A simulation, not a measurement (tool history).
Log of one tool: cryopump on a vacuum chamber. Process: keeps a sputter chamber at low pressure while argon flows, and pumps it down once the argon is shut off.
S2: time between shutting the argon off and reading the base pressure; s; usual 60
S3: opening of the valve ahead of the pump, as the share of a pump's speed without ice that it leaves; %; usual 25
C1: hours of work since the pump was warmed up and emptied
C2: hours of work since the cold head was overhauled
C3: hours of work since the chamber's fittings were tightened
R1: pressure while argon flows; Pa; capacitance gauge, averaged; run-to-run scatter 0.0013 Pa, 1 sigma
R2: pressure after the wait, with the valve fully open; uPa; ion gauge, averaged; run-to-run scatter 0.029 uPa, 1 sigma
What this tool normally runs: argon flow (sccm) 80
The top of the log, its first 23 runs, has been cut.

{"run": 24, "hour": 1075.5, "argon flow (sccm)": 80, "S2": 30, "S3": 16, "C1": 249, "C2": 1917, "C3": 957, "R1": 0.4969, "R2": 3.17}
{"run": 25, "hour": 1138.5, "argon flow (sccm)": 80, "S2": 30, "S3": 16, "C1": 298, "C2": 1966, "C3": 1006, "R1": 0.4998, "R2": 3.44}
{"hour": 1149.6, "done": "pump warmed up, emptied and cooled again"}
{"run": 26, "hour": 1200.1, "argon flow (sccm)": 89, "S2": 299, "S3": 30, "C1": 39, "C2": 2011, "C3": 1050, "R1": 0.2799, "R2": 0.89}
{"run": 27, "hour": 1241.2, "argon flow (sccm)": 89, "S2": 299, "S3": 30, "C1": 71, "C2": 2043, "C3": 1082, "R1": 0.2844, "R2": 0.84}
{"run": 28, "hour": 1302.8, "argon flow (sccm)": 80, "S2": 248, "S3": 17, "C1": 119, "C2": 2091, "C3": 1130, "R1": 0.4478, "R2": 0.99}
{"run": 29, "hour": 1343.4, "argon flow (sccm)": 51, "S2": 76, "S3": 15, "C1": 151, "C2": 2122, "C3": 1161, "R1": 0.3238, "R2": 1.74}
{"run": 30, "hour": 1387.3, "argon flow (sccm)": 85, "S2": 119, "S3": 25, "C1": 185, "C2": 2156, "C3": 1196, "R1": 0.3353, "R2": 1.43}
{"run": 31, "hour": 1422.5, "argon flow (sccm)": 128, "S2": 28, "S3": 37, "C1": 213, "C2": 2184, "C3": 1223, "R1": 0.356, "R2": 3.6}
{"run": 32, "hour": 1467.0, "argon flow (sccm)": 128, "S2": 28, "S3": 37, "C1": 247, "C2": 2218, "C3": 1258, "R1": 0.3661, "R2": 3.59}
{"run": 33, "hour": 1512.4, "argon flow (sccm)": 140, "S2": 28, "S3": 37, "C1": 283, "C2": 2254, "C3": 1293, "R1": 0.4127, "R2": 3.79}
{"hour": 1544.8, "done": "pump warmed up, emptied and cooled again"}
{"run": 34, "hour": 1565.2, "argon flow (sccm)": 39, "S2": 100, "S3": 57, "C1": 16, "C2": 2291, "C3": 1330, "R1": 0.065, "R2": 1.46}

Forecast each of these 3 alternatives for the next run:
{"run": "A", "hour": 1617.9, "argon flow (sccm)": 80, "S2": 60, "S3": 23, "C1": 57, "C2": 2332, "C3": 1371, "R1": "?", "R2": "?"}
{"run": "B", "hour": 1617.9, "argon flow (sccm)": 99, "S2": 47, "S3": 58, "C1": 57, "C2": 2332, "C3": 1371, "R1": "?", "R2": "?"}
{"run": "C", "hour": 1617.9, "argon flow (sccm)": 69, "S2": 124, "S3": 25, "C1": 57, "C2": 2332, "C3": 1371, "R1": "?", "R2": "?"}

run=A R1=0.3298 R2=2.01
run=B R1=0.1657 R2=2.35
run=C R1=0.2623 R2=1.31
Take away the tool's hidden state, keep each run's random variation, and the runs would have read:
run=A R1=0.3234 R2=1.43
run=B R1=0.1578 R2=1.77
run=C R1=0.2567 R2=0.74
